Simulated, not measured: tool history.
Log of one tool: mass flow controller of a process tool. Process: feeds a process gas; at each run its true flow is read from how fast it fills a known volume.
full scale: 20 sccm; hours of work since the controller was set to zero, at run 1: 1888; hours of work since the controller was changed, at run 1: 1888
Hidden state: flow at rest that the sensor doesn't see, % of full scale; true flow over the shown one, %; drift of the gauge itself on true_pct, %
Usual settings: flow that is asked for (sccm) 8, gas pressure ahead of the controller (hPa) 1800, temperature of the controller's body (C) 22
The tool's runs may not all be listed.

| run | hour | flow that is asked for (sccm) | gas pressure ahead of the controller (hPa) | temperature of the controller's body (C) | hours of work since the controller was set to zero | hours of work since the controller was changed | true flow (%) |
|---|---|---|---|---|---|---|---|
| 1 | 0 | 8 | 1800 | 22 | 1888 | 1888 | 97.07 |
| 2 | 153.5 | 8 | 1800 | 22 | 1982 | 1982 | 97 |
| 3 | 264.5 | 4 | 1800 | 22 | 2051 | 2051 | 95.21 |
| 4 | 371.3 | 8 | 1800 | 22 | 2117 | 2117 | 96.86 |
| 5 | 507.1 | 8 | 1800 | 22 | 2201 | 2201 | 96.82 |
| 6 | 663.5 | 8 | 2750 | 22 | 2297 | 2297 | 97.15 |
| 7 | 744.7 | 8 | 2750 | 22 | 2347 | 2347 | 97.07 |
| 8 | 911.1 | 8 | 1800 | 22 | 2450 | 2450 | 96.67 |
| 9 | 1037.8 | 8 | 1800 | 22 | 2528 | 2528 | 96.81 |
| 10 | 1210.4 | 8 | 1800 | 22 | 2635 | 2635 | 96.73 |
| 11 | 1365 | 8 | 1800 | 22 | 2730 | 2730 | 96.59 |
| 12 | 1465.4 | 3 | 1800 | 22 | 2792 | 2792 | 93.25 |
| 13 | 1543.8 | 8 | 1800 | 22 | 2840 | 2840 | 96.63 |
| 14 | 1657.4 | 5 | 1800 | 22 | 2911 | 2911 | 95.17 |
| 15 | 1799.5 | 5 | 1800 | 22 | 2998 | 2998 | 95.04 |
| 16 | 1892.4 | 5 | 1800 | 22 | 3056 | 3056 | 94.97 |
| 17 | 2031.3 | 16 | 2090 | 22 | 3141 | 3141 | 98.67 |
| 18 | 2182.9 | 16 | 2090 | 22 | 3235 | 3235 | 98.57 |
| 19 | 2366.1 | 5 | 1600 | 31 | 3348 | 3348 | 95.02 |
| 20 | 2509.6 | 5 | 1600 | 31 | 3436 | 3436 | 95.24 |
| 21 | 2659.7 | 5 | 1600 | 31 | 3529 | 3529 | 95.12 |
| 22 | 2820.6 | 12 | 2640 | 31 | 3628 | 3628 | 98.24 |
| 23 | 2997 | 12 | 2640 | 31 | 3737 | 3737 | 98.12 |
| 24 | 3117.4 | 12 | 2640 | 31 | 3812 | 3812 | 98.26 |
| 25 | 3204.1 | 12 | 2640 | 31 | 3865 | 3865 | 98.08 |
| 26 | 3339.2 | 12 | 2640 | 31 | 3948 | 3948 | 98.03 |
| 27 | 3442.9 | 12 | 2640 | 31 | 4012 | 4012 | 98.06 |
| 28 | 3565.4 | 8 | 1770 | 22 | 4088 | 4088 | 96.09 |
| 29 | 3656.8 | 10 | 1670 | 40 | 4144 | 4144 | 97.55 |
| 30 | 3733.9 | 10 | 1670 | 40 | 4192 | 4192 | 97.73 |

5 ways to go on from here, each from the tool as it stands after run 30. What would each give?
| A | 3862.9 | 2 | 2790 | 33 | 4272 | 4272 | ? |
| B | 3862.9 | 8 | 1800 | 22 | 4272 | 4272 | ? |
| C | 3862.9 | 8 | 1800 | 38 | 4272 | 4272 | ? |
| D | 3862.9 | 12 | 1800 | 37 | 4272 | 4272 | ? |
| E | 3862.9 | 10 | 1850 | 37 | 4272 | 4272 | ? |

| run | true flow (%) |
|---|---|
| A | 88.39 |
| B | 96.17 |
| C | 96.8 |
| D | 98.12 |
| E | 97.6 |
Without the tool's hidden state the same runs would have given:
| run | true flow (%) |
|---|---|
| A | 97.77 |
| B | 98.15 |
| C | 98.77 |
| D | 99.27 |
| E | 99.08 |
